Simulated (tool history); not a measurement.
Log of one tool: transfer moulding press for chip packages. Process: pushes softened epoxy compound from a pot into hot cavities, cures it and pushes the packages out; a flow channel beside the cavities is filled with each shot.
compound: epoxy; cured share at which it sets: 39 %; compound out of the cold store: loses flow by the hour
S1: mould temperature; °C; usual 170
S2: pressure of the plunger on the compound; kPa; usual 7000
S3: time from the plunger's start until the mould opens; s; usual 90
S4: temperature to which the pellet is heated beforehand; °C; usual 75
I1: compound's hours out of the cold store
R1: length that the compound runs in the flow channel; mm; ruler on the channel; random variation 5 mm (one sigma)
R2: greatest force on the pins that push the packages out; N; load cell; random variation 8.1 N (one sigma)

Run 1, hour 0: usual settings; I1 30.7. Result: R1 741 mm, R2 708 N.
Run 2, hour 8.1: usual settings but S2 7530 kPa; I1 38.5. Result: R1 727 mm, R2 687 N.
At hour 13.4: cavities cleaned with cleaning compound and waxed.
Run 3, hour 18.3: usual settings but S2 7530 kPa; I1 43.9. Result: R1 707 mm, R2 379 N.
Run 4, hour 23: usual settings but S2 7530 kPa; I1 38.1. Result: R1 732 mm, R2 408 N.
Run 5, hour 29: usual settings but S2 7530 kPa; I1 9.5. Result: R1 862 mm, R2 461 N.
Run 6, hour 36.6: usual settings but S3 86 s; I1 42. Result: R1 689 mm, R2 502 N.
Run 7, hour 41.7: usual settings but S3 86 s; I1 37.4. Result: R1 699 mm, R2 538 N.
Run 8, hour 51.4: usual settings but S4 76 °C; I1 43.9. Result: R1 682 mm, R2 522 N.
Run 9, hour 57.2: usual settings; I1 16.5. Result: R1 808 mm, R2 601 N.
Run 10, hour 67.2: usual settings; I1 22.7. Result: R1 770 mm, R2 571 N.
Run 11, hour 73.3: usual settings; I1 29.9. Result: R1 736 mm, R2 593 N.
At hour 76.2: mould's thermocouples calibrated.
Run 12, hour 81.9: usual settings but S4 67 °C; I1 43.7. Result: R1 673 mm, R2 624 N.
Run 13, hour 92.1: usual settings but S4 67 °C; I1 27. Result: R1 748 mm, R2 663 N.
Run 14, hour 103.3: usual settings but S4 67 °C; I1 8.3. Result: R1 834 mm, R2 732 N.
At hour 109.6: mould's thermocouples calibrated, once more.
Run 15, hour 110.5: usual settings but S4 67 °C; I1 47. Result: R1 671 mm, R2 651 N.
Run 16, hour 118.6: usual settings but S4 67 °C; I1 39.7. Result: R1 684 mm, R2 659 N.
Run 17, hour 125.4: usual settings but S2 5600 kPa, S4 70 °C; I1 35.4. Result: R1 632 mm, R2 675 N.
Run 18, hour 130.8: usual settings but S2 5600 kPa, S4 70 °C; I1 44.9. Result: R1 606 mm, R2 666 N.
Run 19, hour 140: usual settings but S2 5600 kPa, S4 70 °C; I1 40.6. Result: R1 616 mm, R2 703 N.
Run 20, hour 150.9: usual settings but S2 6910 kPa, S4 83 °C; I1 23.8. Result: R1 751 mm, R2 690 N.
At hour 156.2: cavities cleaned with cleaning compound and waxed.
Run 21, hour 158: usual settings but S2 6910 kPa, S4 83 °C; I1 32.5. Result: R1 708 mm, R2 354 N.
Run 22, hour 167.7: usual settings but S2 6910 kPa, S4 83 °C; I1 44. Result: R1 653 mm, R2 396 N.
Run 23, hour 176.2: usual settings but S2 6910 kPa, S4 83 °C; I1 35.3. Result: R1 704 mm, R2 434 N.
Run 24, hour 185.3: usual settings but S1 171 °C, S4 84 °C; I1 40.1. Result: R1 679 mm, R2 435 N.
Run 25, hour 190.5: usual settings but S3 110 s, S4 85 °C; I1 42.4. Result: R1 667 mm, R2 393 N.
Run 26, hour 195.1: usual settings but S3 110 s, S4 85 °C; I1 20.8. Result: R1 769 mm, R2 432 N.
Run 27, hour 204.4: usual settings but S3 110 s, S4 85 °C; I1 36.4. Result: R1 695 mm, R2 431 N.
Run 28, hour 215.5: usual settings but S3 117 s, S4 84 °C; I1 22.7. Result: R1 755 mm, R2 474 N.
Run 29, hour 223.4: usual settings but S3 77 s, S4 77 °C; I1 22.8. Result: R1 765 mm, R2 888 N.
Run 30, hour 232.9: usual settings but S2 7600 kPa, S3 85 s, S4 69 °C; I1 23.4. Result: R1 785 mm, R2 743 N.

3 ways to go on from here, each from the tool as it stands after run 30. What would each give?
Run A, hour 242.8: usual settings but S2 8090 kPa, S3 85 s, S4 69 °C; I1 28.4. Result: R1 ?, R2 ?.
Run B, hour 242.8: usual settings but S2 7600 kPa, S3 70 s, S4 70 °C; I1 31.6. Result: R1 ?, R2 ?.
Run C, hour 242.8: usual settings but S4 80 °C; I1 15.8. Result: R1 ?, R2 ?.

run   R1    R2
  A  784   748
  B  746  1245
  C  787   672
Without the tool's hidden state the same runs would have given:
run   R1   R2
  A  817  414
  B  778  687
  C  820  369
